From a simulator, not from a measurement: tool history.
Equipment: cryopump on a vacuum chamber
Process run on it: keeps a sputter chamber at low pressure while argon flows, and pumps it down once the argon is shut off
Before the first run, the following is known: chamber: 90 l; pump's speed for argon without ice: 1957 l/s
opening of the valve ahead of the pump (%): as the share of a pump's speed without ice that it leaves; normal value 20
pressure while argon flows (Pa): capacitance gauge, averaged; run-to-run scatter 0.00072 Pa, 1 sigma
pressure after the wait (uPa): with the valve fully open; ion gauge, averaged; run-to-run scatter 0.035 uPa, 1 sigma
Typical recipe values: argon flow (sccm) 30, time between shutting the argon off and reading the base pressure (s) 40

run,day,argon flow (sccm),time between shutting the argon off and reading the base pressure (s),opening of the valve ahead of the pump (%),pressure while argon flows (Pa),pressure after the wait (uPa)
1,0.000,30,40,20,0.1369,2.29
2,4.138,30,40,39,0.0735,2.37
3,9.100,30,40,39,0.0771,2.52
4,13.529,30,40,39,0.0799,2.61
5,18.933,52,40,20,0.2273,2.36
6,21.512,52,40,20,0.2291,2.38
7,25.375,30,40,20,0.1341,2.52
8,29.600,30,40,48,0.0595,2.49
9,32.254,30,40,48,0.0607,2.66
10,36.300,22,40,48,0.0461,2.69
11,39.308,30,40,58,0.0547,2.78
12,42.517,24,40,36,0.0671,2.81
13,45.558,36,138,38,0.0976,1.64
14,50.704,36,138,38,0.0837,1.34
15,52.888,36,138,38,0.0838,1.38
16,55.271,30,27,48,0.0574,3.52
17,58.700,30,27,48,0.0579,3.69
18,61.900,30,77,20,0.1356,1.91
19,66.012,47,40,40,0.1139,2.99
20,70.942,42,40,40,0.1046,3.08
21,75.425,44,24,32,0.1373,4.39

Missing from the log above: 2 entries noted between runs. For each, name the pair of listed runs it sits between and say how the tool's hidden condition differs from the listed run just before to the listed run just after:
Runs 4 to 5: pump warmed up, emptied and cooled again (day 14.479)
  pump's speed, % of a pump's without ice: 68.3 -> 94.9; cold plate's temperature, K: 12.5 -> 12.56; leak into the chamber, uPa l/s: 1032 -> 1107
  measured minus no-state result, pressure while argon flows (Pa): +0.0124 -> +0.0029; pressure after the wait (uPa): +0.64 -> +0.45
Runs 13 to 14: pump warmed up, emptied and cooled again (day 46.088)
  pump's speed, % of a pump's without ice: 66.8 -> 95.2; cold plate's temperature, K: 12.91 -> 12.97; leak into the chamber, uPa l/s: 1478 -> 1540
  measured minus no-state result, pressure while argon flows (Pa): +0.0163 -> +0.0022; pressure after the wait (uPa): +0.99 -> +0.68

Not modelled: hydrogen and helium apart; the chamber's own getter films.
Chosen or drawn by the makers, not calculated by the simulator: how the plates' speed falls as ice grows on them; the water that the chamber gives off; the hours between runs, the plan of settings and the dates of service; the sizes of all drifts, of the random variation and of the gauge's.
